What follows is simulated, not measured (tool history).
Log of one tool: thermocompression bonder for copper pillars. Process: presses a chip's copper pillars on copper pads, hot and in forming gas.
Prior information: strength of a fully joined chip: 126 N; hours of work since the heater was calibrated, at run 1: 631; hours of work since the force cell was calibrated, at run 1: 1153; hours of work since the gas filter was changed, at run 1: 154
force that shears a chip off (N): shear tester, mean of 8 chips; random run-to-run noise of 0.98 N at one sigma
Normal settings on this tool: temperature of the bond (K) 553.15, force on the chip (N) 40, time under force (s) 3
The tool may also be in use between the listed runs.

| run | hour | temperature of the bond (K) | force on the chip (N) | time under force (s) | hours of work since the heater was calibrated | hours of work since the force cell was calibrated | hours of work since the gas filter was changed | force that shears a chip off (N) |
|---|---|---|---|---|---|---|---|---|
| 1 | 0.0 | 553.15 | 40 | 3 | 631 | 1153 | 154 | 80.1 |
| 2 | 17.1 | 553.15 | 40 | 3 | 644 | 1166 | 166 | 82.1 |
| 3 | 32.7 | 553.15 | 40 | 3 | 655 | 1177 | 177 | 82.1 |
| 4 | 46.2 | 553.15 | 40 | 3 | 665 | 1187 | 187 | 79.0 |
| 5 | 64.7 | 553.15 | 40 | 3 | 678 | 1200 | 200 | 77.6 |
| 6 | 95.8 | 553.15 | 50 | 3 | 701 | 1222 | 223 | 89.6 |
| 7 | 124.5 | 541.15 | 40 | 3 | 721 | 1243 | 243 | 68.9 |
|  | 145.7 | force cell calibrated |
| 8 | 153.0 | 541.15 | 40 | 3 | 741 | 5 | 263 | 69.4 |
| 9 | 181.0 | 541.15 | 40 | 3 | 761 | 26 | 283 | 69.7 |
| 10 | 202.8 | 541.15 | 40 | 3 | 777 | 41 | 299 | 70.3 |
| 11 | 218.6 | 541.15 | 40 | 3 | 788 | 53 | 310 | 69.1 |
| 12 | 239.6 | 541.15 | 40 | 3 | 803 | 68 | 326 | 68.3 |
| 13 | 267.5 | 553.15 | 40 | 3 | 823 | 88 | 346 | 76.8 |
|  | 298.1 | forming gas filter changed |
| 14 | 299.9 | 553.15 | 40 | 3 | 846 | 111 | 1 | 87.3 |
| 15 | 330.1 | 553.15 | 40 | 3 | 868 | 133 | 23 | 86.0 |
| 16 | 349.3 | 553.15 | 36 | 3 | 882 | 147 | 37 | 80.7 |
| 17 | 364.3 | 553.15 | 36 | 4 | 893 | 157 | 48 | 87.2 |
| 18 | 378.4 | 553.15 | 51 | 4 | 903 | 168 | 58 | 102.4 |
| 19 | 400.5 | 527.15 | 51 | 4 | 919 | 184 | 74 | 79.2 |
| 20 | 424.9 | 527.15 | 51 | 4 | 937 | 201 | 92 | 78.6 |
| 21 | 444.0 | 566.15 | 40 | 2 | 951 | 215 | 105 | 87.4 |
| 22 | 464.6 | 541.15 | 44 | 3 | 965 | 230 | 120 | 78.4 |
| 23 | 491.9 | 541.15 | 54 | 3 | 985 | 250 | 140 | 88.1 |
| 24 | 522.4 | 553.15 | 26 | 3 | 1007 | 272 | 162 | 62.7 |
| 25 | 553.7 | 553.15 | 50 | 3 | 1030 | 294 | 185 | 94.4 |
| 26 | 578.6 | 580.15 | 26 | 5 | 1048 | 312 | 203 | 94.5 |
| 27 | 610.0 | 553.15 | 44 | 2 | 1070 | 335 | 225 | 76.1 |
| 28 | 628.9 | 575.15 | 50 | 2 | 1084 | 349 | 239 | 96.8 |
| 29 | 650.3 | 548.15 | 45 | 6 | 1100 | 364 | 254 | 94.1 |
| 30 | 663.7 | 548.15 | 45 | 6 | 1109 | 374 | 264 | 94.6 |
| 31 | 689.8 | 553.15 | 37 | 3 | 1128 | 393 | 283 | 74.9 |
| 32 | 720.5 | 573.15 | 34 | 3 | 1150 | 415 | 305 | 84.7 |
| 33 | 746.9 | 573.15 | 34 | 3 | 1169 | 434 | 324 | 86.0 |
| 34 | 766.0 | 553.15 | 31 | 3 | 1183 | 448 | 338 | 66.7 |
| 35 | 786.3 | 553.15 | 31 | 3 | 1198 | 462 | 353 | 64.0 |
| 36 | 803.1 | 563.15 | 35 | 3 | 1210 | 474 | 365 | 80.2 |
|  | 808.8 | forming gas filter changed |
| 37 | 833.4 | 563.15 | 35 | 3 | 1231 | 496 | 18 | 88.9 |
| 38 | 856.2 | 563.15 | 35 | 3 | 1248 | 512 | 34 | 90.1 |
| 39 | 885.1 | 553.15 | 41 | 3 | 1269 | 533 | 55 | 87.9 |
| 40 | 911.8 | 540.15 | 50 | 6 | 1288 | 553 | 74 | 101.1 |

For some of the steps in force that shears a chip off (N) from one run to the next: how much would appear even if the tool had no hidden state, given the settings, what came in and random variation, and how much remains for the hidden state plus any gauge scatter that the measured result and the result without hidden state don't share?
Unlogged tool condition in this case: true temperature of the bond over the reading, C; force that reaches the chip, % of what is set; oxide that the forming gas leaves, % of the face; drift of the gauge itself on shear_n, %.
Run 13 -> 14: forming gas filter changed. force that shears a chip off (N) +10.5: hidden state +9.1, all else +1.4.
Run 18 -> 19: temperature of the bond (K) 553.15 -> 527.15. force that shears a chip off (N) -23.2: hidden state +1.0, all else -24.2.
Run 23 -> 24: temperature of the bond (K) 541.15 -> 553.15, force on the chip (N) 54 -> 26. force that shears a chip off (N) -25.4: hidden state +0.5, all else -25.9.
Run 24 -> 25: force on the chip (N) 26 -> 50. force that shears a chip off (N) +31.7: hidden state -2.5, all else +34.2.
Run 27 -> 28: temperature of the bond (K) 553.15 -> 575.15, force on the chip (N) 44 -> 50. force that shears a chip off (N) +20.7: hidden state -3.1, all else +23.8.
Run 36 -> 37: forming gas filter changed. force that shears a chip off (N) +8.7: hidden state +10.1, all else -1.4.

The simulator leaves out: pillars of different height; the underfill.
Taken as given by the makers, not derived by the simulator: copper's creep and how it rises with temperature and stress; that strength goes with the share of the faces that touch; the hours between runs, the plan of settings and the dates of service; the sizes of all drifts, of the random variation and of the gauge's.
